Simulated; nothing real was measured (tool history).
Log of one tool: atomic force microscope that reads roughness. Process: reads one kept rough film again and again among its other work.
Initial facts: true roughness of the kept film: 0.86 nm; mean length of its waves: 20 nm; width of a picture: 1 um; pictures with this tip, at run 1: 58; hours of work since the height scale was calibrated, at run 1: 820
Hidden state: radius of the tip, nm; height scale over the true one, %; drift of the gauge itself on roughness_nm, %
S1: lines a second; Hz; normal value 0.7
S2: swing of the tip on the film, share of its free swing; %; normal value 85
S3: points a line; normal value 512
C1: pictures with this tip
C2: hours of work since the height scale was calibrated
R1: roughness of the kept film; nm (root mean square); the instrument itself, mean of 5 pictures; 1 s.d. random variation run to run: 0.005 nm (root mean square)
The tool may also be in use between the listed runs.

Run 1, day 0: usual settings; C1 58; C2 820. Result: R1 0.728 nm (root mean square).
Run 2, day 1.121: usual settings; C1 105; C2 839. Result: R1 0.734 nm (root mean square).
At day 1.542: new tip fitted.
Run 3, day 2.625: usual settings; C1 44; C2 866. Result: R1 0.726 nm (root mean square).
Run 4, day 3.992: usual settings; C1 101; C2 890. Result: R1 0.732 nm (root mean square).
At day 4.408: new tip fitted.
Run 5, day 6.617: usual settings; C1 91; C2 936. Result: R1 0.723 nm (root mean square).
At day 7.258: new tip fitted.
Run 6, day 8.733: usual settings but S3 988; C1 61; C2 973. Result: R1 0.737 nm (root mean square).
Run 7, day 9.875: usual settings but S3 988; C1 109; C2 993. Result: R1 0.744 nm (root mean square).
At day 10.212: new tip fitted.
Run 8, day 12.229: usual settings but S3 988; C1 83; C2 1034. Result: R1 0.74 nm (root mean square).
At day 13.058: new tip fitted.
Run 9, day 14.288: usual settings but S2 69 %; C1 51; C2 1070. Result: R1 0.77 nm (root mean square).
At day 15.929: new tip fitted.
Run 10, day 16.946: usual settings but S2 69 %; C1 42; C2 1117. Result: R1 0.748 nm (root mean square).
Run 11, day 18.588: usual settings but S2 69 %; C1 111; C2 1146. Result: R1 0.761 nm (root mean square).
At day 18.825: new tip fitted.
Run 12, day 20.958: usual settings but S1 0.545 Hz, S2 80 %, S3 686; C1 89; C2 1187. Result: R1 0.753 nm (root mean square).
At day 21.654: new tip fitted.
Run 13, day 22.204: usual settings but S1 0.545 Hz, S2 80 %, S3 686; C1 23; C2 1209. Result: R1 0.757 nm (root mean square).
At day 24.533: new tip fitted.
Run 14, day 24.867: usual settings but S1 1.671 Hz; C1 13; C2 1255. Result: R1 0.677 nm (root mean square).
At day 27.433: new tip fitted.
Run 15, day 27.483: usual settings but S1 0.855 Hz, S3 339; C1 2; C2 1301. Result: R1 0.718 nm (root mean square).

What will run 16 give?
Run 16, day 28.821: usual settings but S1 2.668 Hz, S2 81 %, S3 385; C1 58; C2 1325. Result: R1 ?.

{"run 16": {"R1": 0.631}}
On a tool with no hidden condition, and with the same random variation, this run would have come out at R1 0.632 nm (root mean square).
